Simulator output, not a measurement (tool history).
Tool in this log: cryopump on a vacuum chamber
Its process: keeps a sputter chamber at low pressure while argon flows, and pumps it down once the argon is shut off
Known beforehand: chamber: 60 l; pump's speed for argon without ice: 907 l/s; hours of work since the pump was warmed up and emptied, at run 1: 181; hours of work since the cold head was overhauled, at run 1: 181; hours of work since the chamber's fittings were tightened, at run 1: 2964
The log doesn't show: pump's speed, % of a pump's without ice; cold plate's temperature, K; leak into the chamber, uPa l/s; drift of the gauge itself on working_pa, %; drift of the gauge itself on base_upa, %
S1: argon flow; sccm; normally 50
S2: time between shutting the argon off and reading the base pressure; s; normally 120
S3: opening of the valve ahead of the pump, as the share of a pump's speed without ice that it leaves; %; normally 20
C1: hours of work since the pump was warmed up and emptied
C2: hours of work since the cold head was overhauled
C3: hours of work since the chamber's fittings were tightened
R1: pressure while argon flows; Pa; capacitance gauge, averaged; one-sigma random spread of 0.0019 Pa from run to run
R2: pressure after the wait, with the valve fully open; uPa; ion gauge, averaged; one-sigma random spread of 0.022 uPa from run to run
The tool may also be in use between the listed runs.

run     day  S1   S2  S3   C1   C2    C3      R1    R2
  1   0.000  50  120  20  181  181  2964  0.4741  3.62
  2   1.300  50  120  20  204  204  2986  0.4744  3.71
  3   2.583  50  120  20  226  226  3008  0.4750  3.75
  4   4.892  55  120  20  265  265  3048  0.5259  3.82
  5   5.871  55  120  20  282  282  3065  0.5277  3.94
  6   7.925  50  120  20  317  317  3100  0.4823  3.90
  7   8.929  50  120  20  335  335  3118  0.4821  3.99
  8  11.258  50  120  20  375  375  3158  0.4838  4.22
  9  12.696  50  120  51  400  400  3182  0.2032  4.21
 10  14.521  50  120  51  431  431  3214  0.2027  4.32
 11  16.508  50  120  51  465  465  3248  0.2076  4.45
 12  17.675  50  120  51  485  485  3268  0.2086  4.57
 13  20.008  50  120  51  525  525  3308  0.2104  4.67
 14  21.125  50  120  54  545  545  3327  0.2021  4.69
 15  22.708  90  117  29  572  572  3355  0.6360  4.77
     23.650  -- pump warmed up, emptied and cooled again
 16  24.804  36  168  16   20  604  3387  0.4212  3.74
 17  27.062  36  168  16   59  643  3426  0.4235  3.75
 18  28.046  36  168  16   76  660  3443  0.4213  3.77
 19  29.058  50   31  20   93  678  3460  0.4664  4.79
 20  30.638  50   31  20  120  705  3488  0.4758  4.96
 21  32.142  80  171  20  146  731  3513  0.7575  4.00
 22  33.129  23   53  20  163  748  3530  0.2189  4.63
 23  35.267  23   53  20  200  784  3567  0.2199  4.83
 24  36.433  48  120  20  220  804  3587  0.4582  4.34
     38.604  -- leaking fittings of the chamber tightened, without venting
 25  38.604  41  120  58  256  840     0  0.1417  0.73
 26  39.888  34  231  58  278  862    22  0.1175  0.63
 27  41.525  34  231  58  306  891    50  0.1196  0.67
 28  42.521  34  231  58  323  908    67  0.1214  0.62

Here are 3 independent what-if runs from the current tool condition. What would each one return?
  A  43.729  24  231  58  344  928  88   ?   ?
  B  43.729  34  268  58  344  928  88   ?   ?
  C  43.729  32  120  57  344  928  88   ?   ?

run      R1    R2
  A  0.0852  0.70
  B  0.1215  0.63
  C  0.1160  0.85
Without the tool's unlogged condition, the same runs would have read:
run      R1    R2
  A  0.0766  0.50
  B  0.1093  0.43
  C  0.1046  0.65

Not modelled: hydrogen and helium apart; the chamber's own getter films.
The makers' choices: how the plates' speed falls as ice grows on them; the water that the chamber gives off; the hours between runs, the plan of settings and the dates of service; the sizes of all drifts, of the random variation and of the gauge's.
